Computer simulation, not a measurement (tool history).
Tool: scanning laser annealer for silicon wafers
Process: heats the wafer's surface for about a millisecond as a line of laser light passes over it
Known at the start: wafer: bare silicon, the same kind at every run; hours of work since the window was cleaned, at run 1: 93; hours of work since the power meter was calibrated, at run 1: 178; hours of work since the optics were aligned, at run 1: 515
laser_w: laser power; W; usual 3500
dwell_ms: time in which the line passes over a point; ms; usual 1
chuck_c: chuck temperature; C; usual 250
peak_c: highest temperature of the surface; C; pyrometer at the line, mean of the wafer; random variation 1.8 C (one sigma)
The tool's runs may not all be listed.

| run | hour | laser_w | dwell_ms | chuck_c | hours of work since the window was cleaned | hours of work since the power meter was calibrated | hours of work since the optics were aligned | peak_c |
|---|---|---|---|---|---|---|---|---|
| 1 | 0 | 3500 | 1 | 250 | 93 | 178 | 515 | 997 |
| 2 | 9.4 | 3500 | 1 | 250 | 99 | 184 | 521 | 996 |
| 3 | 20.5 | 3500 | 1 | 250 | 106 | 192 | 529 | 996 |
| 4 | 30.8 | 3500 | 0.96 | 250 | 113 | 198 | 535 | 982 |
| 5 | 42.2 | 3500 | 0.96 | 250 | 120 | 206 | 543 | 981 |
| 6 | 52.9 | 3500 | 0.71 | 250 | 127 | 212 | 550 | 895 |
| 7 | 59.1 | 3500 | 0.71 | 250 | 131 | 217 | 554 | 893 |
| 8 | 67.7 | 3500 | 0.71 | 250 | 136 | 222 | 559 | 892 |
| 9 | 77.4 | 3500 | 0.71 | 250 | 143 | 228 | 565 | 888 |
| 10 | 85 | 3500 | 1.08 | 250 | 148 | 233 | 570 | 1017 |
| 11 | 91.5 | 3500 | 1.08 | 250 | 152 | 237 | 575 | 1015 |
| 12 | 99.1 | 3500 | 1.08 | 250 | 157 | 242 | 579 | 1011 |
| 13 | 104.7 | 3500 | 1.08 | 250 | 160 | 246 | 583 | 1015 |
| 14 | 117.2 | 3500 | 1 | 250 | 168 | 254 | 591 | 989 |
| 15 | 123.5 | 3500 | 1 | 250 | 172 | 258 | 595 | 991 |
| 16 | 135.6 | 3500 | 1.2 | 250 | 180 | 266 | 603 | 1049 |
| 17 | 142.4 | 3500 | 1.2 | 250 | 185 | 270 | 607 | 1049 |
|  | 146.2 | laser's power meter calibrated |
| 18 | 153 | 3500 | 1.2 | 250 | 190 | 4 | 612 | 1045 |
| 19 | 159.8 | 3500 | 1 | 250 | 194 | 9 | 617 | 987 |
| 20 | 169.4 | 3500 | 1 | 250 | 200 | 15 | 623 | 988 |
|  | 179.3 | laser's power meter calibrated, once more |
| 21 | 179.5 | 3500 | 1 | 283 | 205 | 0 | 627 | 1018 |
| 22 | 191 | 3303 | 0.87 | 285 | 212 | 8 | 635 | 931 |
| 23 | 196.5 | 3303 | 0.87 | 285 | 216 | 11 | 638 | 936 |
| 24 | 202 | 3300 | 1 | 252 | 219 | 15 | 642 | 946 |
| 25 | 207.7 | 3300 | 1 | 252 | 223 | 18 | 646 | 945 |
| 26 | 215.5 | 3589 | 1 | 249 | 228 | 23 | 651 | 1001 |
| 27 | 225.2 | 3500 | 1.18 | 216 | 234 | 30 | 657 | 1004 |
| 28 | 232.6 | 3765 | 1.08 | 278 | 239 | 34 | 662 | 1093 |
| 29 | 238.8 | 3765 | 1.08 | 278 | 243 | 38 | 666 | 1093 |
| 30 | 250.5 | 3500 | 1 | 249 | 251 | 46 | 673 | 981 |
| 31 | 257.7 | 3173 | 0.84 | 241 | 255 | 51 | 678 | 852 |
| 32 | 262.8 | 3173 | 0.84 | 237 | 259 | 54 | 681 | 850 |
| 33 | 269.4 | 3489 | 1 | 250 | 263 | 58 | 686 | 975 |
| 34 | 275.8 | 3489 | 1 | 250 | 267 | 62 | 690 | 976 |
| 35 | 286 | 3489 | 1 | 250 | 274 | 69 | 696 | 974 |
| 36 | 291.8 | 3802 | 1 | 250 | 277 | 73 | 700 | 1045 |
| 37 | 302.7 | 3040 | 0.83 | 251 | 284 | 80 | 707 | 832 |
| 38 | 310.1 | 3056 | 0.71 | 227 | 289 | 85 | 712 | 773 |
| 39 | 321.8 | 3338 | 0.93 | 240 | 297 | 92 | 719 | 910 |
| 40 | 329.8 | 3338 | 0.93 | 240 | 302 | 97 | 725 | 907 |
| 41 | 334.9 | 3138 | 0.99 | 250 | 305 | 101 | 728 | 895 |

3 ways to go on from here, each from the tool as it stands after run 41. What would each give?
| A | 346.7 | 3842 | 0.99 | 227 | 313 | 108 | 735 | ? |
| B | 346.7 | 3500 | 0.85 | 221 | 313 | 108 | 735 | ? |
| C | 346.7 | 3082 | 0.98 | 261 | 313 | 108 | 735 | ? |

| run | peak_c |
|---|---|
| A | 1022 |
| B | 897 |
| C | 888 |
Without the tool's hidden state the same runs would have given:
| run | peak_c |
|---|---|
| A | 1074 |
| B | 941 |
| C | 929 |

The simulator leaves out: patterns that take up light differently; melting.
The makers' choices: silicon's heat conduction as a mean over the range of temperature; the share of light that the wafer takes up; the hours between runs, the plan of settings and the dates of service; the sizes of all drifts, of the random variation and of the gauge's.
